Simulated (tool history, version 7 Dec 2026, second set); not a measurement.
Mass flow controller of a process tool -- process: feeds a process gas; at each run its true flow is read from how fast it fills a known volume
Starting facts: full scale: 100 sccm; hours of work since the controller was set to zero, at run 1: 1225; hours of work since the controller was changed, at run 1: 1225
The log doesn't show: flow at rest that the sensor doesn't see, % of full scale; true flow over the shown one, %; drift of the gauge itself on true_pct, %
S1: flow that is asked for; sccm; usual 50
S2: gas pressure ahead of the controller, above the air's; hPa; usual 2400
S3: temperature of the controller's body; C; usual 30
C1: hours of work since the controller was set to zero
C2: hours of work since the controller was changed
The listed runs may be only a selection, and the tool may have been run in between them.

{"run": 1, "hour": 0.0, "S1": 50, "S2": 2400, "S3": 30, "C1": 1225, "C2": 1225, "true flow (%)": 99}
{"run": 2, "hour": 87.3, "S1": 50, "S2": 2400, "S3": 30, "C1": 1285, "C2": 1285, "true flow (%)": 98.8}
{"run": 3, "hour": 227.6, "S1": 50, "S2": 2400, "S3": 30, "C1": 1382, "C2": 1382, "true flow (%)": 98.73}
{"run": 4, "hour": 344.0, "S1": 50, "S2": 2400, "S3": 30, "C1": 1462, "C2": 1462, "true flow (%)": 98.85}
{"run": 5, "hour": 416.4, "S1": 50, "S2": 2400, "S3": 30, "C1": 1512, "C2": 1512, "true flow (%)": 98.81}
{"run": 6, "hour": 568.8, "S1": 50, "S2": 2400, "S3": 30, "C1": 1618, "C2": 1618, "true flow (%)": 98.8}
{"run": 7, "hour": 636.4, "S1": 50, "S2": 2400, "S3": 30, "C1": 1664, "C2": 1664, "true flow (%)": 98.61}
{"run": 8, "hour": 713.4, "S1": 50, "S2": 2400, "S3": 34, "C1": 1717, "C2": 1717, "true flow (%)": 99.04}
{"run": 9, "hour": 852.6, "S1": 99, "S2": 2400, "S3": 30, "C1": 1813, "C2": 1813, "true flow (%)": 99.91}
{"run": 10, "hour": 918.5, "S1": 99, "S2": 2400, "S3": 30, "C1": 1859, "C2": 1859, "true flow (%)": 99.92}
{"run": 11, "hour": 1005.5, "S1": 99, "S2": 2400, "S3": 30, "C1": 1919, "C2": 1919, "true flow (%)": 99.96}
{"run": 12, "hour": 1086.9, "S1": 99, "S2": 2400, "S3": 30, "C1": 1975, "C2": 1975, "true flow (%)": 99.92}
{"run": 13, "hour": 1184.1, "S1": 50, "S2": 2400, "S3": 30, "C1": 2042, "C2": 2042, "true flow (%)": 98.63}
{"run": 14, "hour": 1298.6, "S1": 50, "S2": 2400, "S3": 30, "C1": 2121, "C2": 2121, "true flow (%)": 98.55}
{"run": 15, "hour": 1428.1, "S1": 23, "S2": 2400, "S3": 30, "C1": 2211, "C2": 2211, "true flow (%)": 97.52}
{"hour": 1439.3, "done": "controller's zero set anew"}
{"run": 16, "hour": 1581.0, "S1": 23, "S2": 2400, "S3": 30, "C1": 98, "C2": 2316, "true flow (%)": 97.18}
{"hour": 1692.5, "done": "controller's zero set anew, once more"}
{"run": 17, "hour": 1727.5, "S1": 23, "S2": 2400, "S3": 30, "C1": 24, "C2": 2417, "true flow (%)": 98.31}
{"run": 18, "hour": 1826.0, "S1": 50, "S2": 2400, "S3": 30, "C1": 92, "C2": 2485, "true flow (%)": 99.07}
{"run": 19, "hour": 1959.2, "S1": 15, "S2": 2040, "S3": 30, "C1": 184, "C2": 2577, "true flow (%)": 98.08}
{"run": 20, "hour": 2067.1, "S1": 50, "S2": 1980, "S3": 25, "C1": 259, "C2": 2651, "true flow (%)": 98.69}
{"run": 21, "hour": 2193.8, "S1": 50, "S2": 1980, "S3": 25, "C1": 346, "C2": 2739, "true flow (%)": 98.73}
{"run": 22, "hour": 2280.9, "S1": 78, "S2": 2130, "S3": 30, "C1": 406, "C2": 2799, "true flow (%)": 99.63}
{"run": 23, "hour": 2417.9, "S1": 10, "S2": 2400, "S3": 34, "C1": 501, "C2": 2893, "true flow (%)": 97.63}
{"run": 24, "hour": 2571.7, "S1": 10, "S2": 2400, "S3": 34, "C1": 607, "C2": 3000, "true flow (%)": 97.55}
{"run": 25, "hour": 2647.8, "S1": 18, "S2": 2400, "S3": 32, "C1": 659, "C2": 3052, "true flow (%)": 97.84}
{"run": 26, "hour": 2780.5, "S1": 50, "S2": 1640, "S3": 34, "C1": 751, "C2": 3144, "true flow (%)": 99.43}
{"run": 27, "hour": 2920.3, "S1": 50, "S2": 1640, "S3": 34, "C1": 848, "C2": 3240, "true flow (%)": 99.24}
{"run": 28, "hour": 3021.0, "S1": 49, "S2": 1770, "S3": 28, "C1": 917, "C2": 3310, "true flow (%)": 98.67}
{"run": 29, "hour": 3146.7, "S1": 33, "S2": 2580, "S3": 28, "C1": 1004, "C2": 3397, "true flow (%)": 97.93}
{"run": 30, "hour": 3252.6, "S1": 13, "S2": 2580, "S3": 25, "C1": 1077, "C2": 3470, "true flow (%)": 96.7}
{"run": 31, "hour": 3359.8, "S1": 50, "S2": 2230, "S3": 20, "C1": 1151, "C2": 3544, "true flow (%)": 97.92}
{"run": 32, "hour": 3486.3, "S1": 21, "S2": 2140, "S3": 30, "C1": 1238, "C2": 3631, "true flow (%)": 97.63}
{"run": 33, "hour": 3568.3, "S1": 21, "S2": 2140, "S3": 30, "C1": 1295, "C2": 3688, "true flow (%)": 97.63}
{"run": 34, "hour": 3694.5, "S1": 29, "S2": 1850, "S3": 29, "C1": 1382, "C2": 3775, "true flow (%)": 98}
{"run": 35, "hour": 3796.5, "S1": 33, "S2": 1850, "S3": 29, "C1": 1453, "C2": 3845, "true flow (%)": 98.15}

Results for each run, recomputed without the tool's hidden state and with each run's random variation untouched:
run=1 true_flow_(%)=99.35
run=2 true_flow_(%)=99.17
run=3 true_flow_(%)=99.12
run=4 true_flow_(%)=99.26
run=5 true_flow_(%)=99.24
run=6 true_flow_(%)=99.26
run=7 true_flow_(%)=99.08
run=8 true_flow_(%)=99.52
run=9 true_flow_(%)=100.23
run=10 true_flow_(%)=100.25
run=11 true_flow_(%)=100.3
run=12 true_flow_(%)=100.27
run=13 true_flow_(%)=99.2
run=14 true_flow_(%)=99.14
run=15 true_flow_(%)=98.66
run=16 true_flow_(%)=98.7
run=17 true_flow_(%)=98.64
run=18 true_flow_(%)=99.33
run=19 true_flow_(%)=98.6
run=20 true_flow_(%)=99
run=21 true_flow_(%)=99.06
run=22 true_flow_(%)=99.93
run=23 true_flow_(%)=98.68
run=24 true_flow_(%)=98.71
run=25 true_flow_(%)=98.6
run=26 true_flow_(%)=99.87
run=27 true_flow_(%)=99.71
run=28 true_flow_(%)=99.16
run=29 true_flow_(%)=98.58
run=30 true_flow_(%)=98.04
run=31 true_flow_(%)=98.47
run=32 true_flow_(%)=98.65
run=33 true_flow_(%)=98.68
run=34 true_flow_(%)=98.86
run=35 true_flow_(%)=98.97
